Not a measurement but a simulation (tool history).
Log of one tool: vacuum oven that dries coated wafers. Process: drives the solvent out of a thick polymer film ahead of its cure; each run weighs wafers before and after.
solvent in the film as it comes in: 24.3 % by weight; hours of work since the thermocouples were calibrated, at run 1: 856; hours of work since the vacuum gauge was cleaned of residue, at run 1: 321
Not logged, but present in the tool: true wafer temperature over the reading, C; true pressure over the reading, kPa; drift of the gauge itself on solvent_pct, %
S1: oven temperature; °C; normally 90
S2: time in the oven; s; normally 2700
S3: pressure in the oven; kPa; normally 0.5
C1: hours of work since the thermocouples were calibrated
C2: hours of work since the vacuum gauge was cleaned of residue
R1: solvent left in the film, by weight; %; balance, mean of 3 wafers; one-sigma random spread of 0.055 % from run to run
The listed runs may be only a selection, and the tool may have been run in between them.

| run | hour | S1 | S2 | S3 | C1 | C2 | R1 |
|---|---|---|---|---|---|---|---|
| 1 | 0 | 90 | 2700 | 0.5 | 856 | 321 | 2.98 |
| 2 | 41.9 | 90 | 2700 | 0.5 | 885 | 351 | 3.01 |
| 3 | 74 | 90 | 1500 | 0.5 | 908 | 373 | 6.84 |
| 4 | 115.3 | 90 | 1500 | 0.5 | 937 | 403 | 6.74 |
| 5 | 158.5 | 90 | 1500 | 0.5 | 967 | 433 | 6.72 |
| 6 | 201.8 | 90 | 1500 | 0.5 | 998 | 464 | 6.9 |
| 7 | 227.6 | 90 | 1500 | 0.5 | 1016 | 482 | 6.71 |
| 8 | 264 | 90 | 2700 | 0.5 | 1042 | 507 | 3.05 |
| 9 | 306.7 | 90 | 2700 | 0.5 | 1072 | 537 | 3.04 |
| 10 | 355 | 90 | 2700 | 0.5 | 1106 | 572 | 3.01 |
| 11 | 398.6 | 90 | 2700 | 0.5 | 1137 | 602 | 3.02 |
| 12 | 440.6 | 90 | 2700 | 0.5 | 1166 | 632 | 2.9 |
| 13 | 488.6 | 90 | 4620 | 0.609 | 1200 | 666 | 1.03 |
| 14 | 528 | 90 | 4620 | 0.609 | 1228 | 694 | 0.95 |
| 15 | 569 | 90 | 4620 | 0.609 | 1257 | 723 | 1.03 |
| 16 | 618 | 75 | 2340 | 0.293 | 1291 | 757 | 9.18 |
| 17 | 656.3 | 75 | 2340 | 0.293 | 1318 | 784 | 9.23 |
| 18 | 696.5 | 88 | 3300 | 0.293 | 1347 | 812 | 2.32 |
| 19 | 731.2 | 82 | 2520 | 0.293 | 1371 | 837 | 6.09 |
| 20 | 780.9 | 83 | 4320 | 0.5 | 1406 | 872 | 2.53 |
| 21 | 807.1 | 83 | 4320 | 0.5 | 1425 | 890 | 2.49 |
| 22 | 848.6 | 83 | 4320 | 0.5 | 1454 | 920 | 2.48 |

5 ways to go on from here, each from the tool as it stands after run 22. What would each give?
| A | 898.8 | 93 | 2700 | 0.417 | 1490 | 955 | ? |
| B | 898.8 | 83 | 4440 | 0.274 | 1490 | 955 | ? |
| C | 898.8 | 101 | 4320 | 0.965 | 1490 | 955 | ? |
| D | 898.8 | 95 | 4320 | 0.5 | 1490 | 955 | ? |
| E | 898.8 | 83 | 3420 | 0.876 | 1490 | 955 | ? |

| run | R1 |
|---|---|
| A | 2.19 |
| B | 2.21 |
| C | 0.45 |
| D | 0.62 |
| E | 3.97 |
Take away the tool's hidden state, keep each run's random variation, and the runs would have read:
| run | R1 |
|---|---|
| A | 2.23 |
| B | 2.24 |
| C | 0.45 |
| D | 0.62 |
| E | 4.02 |
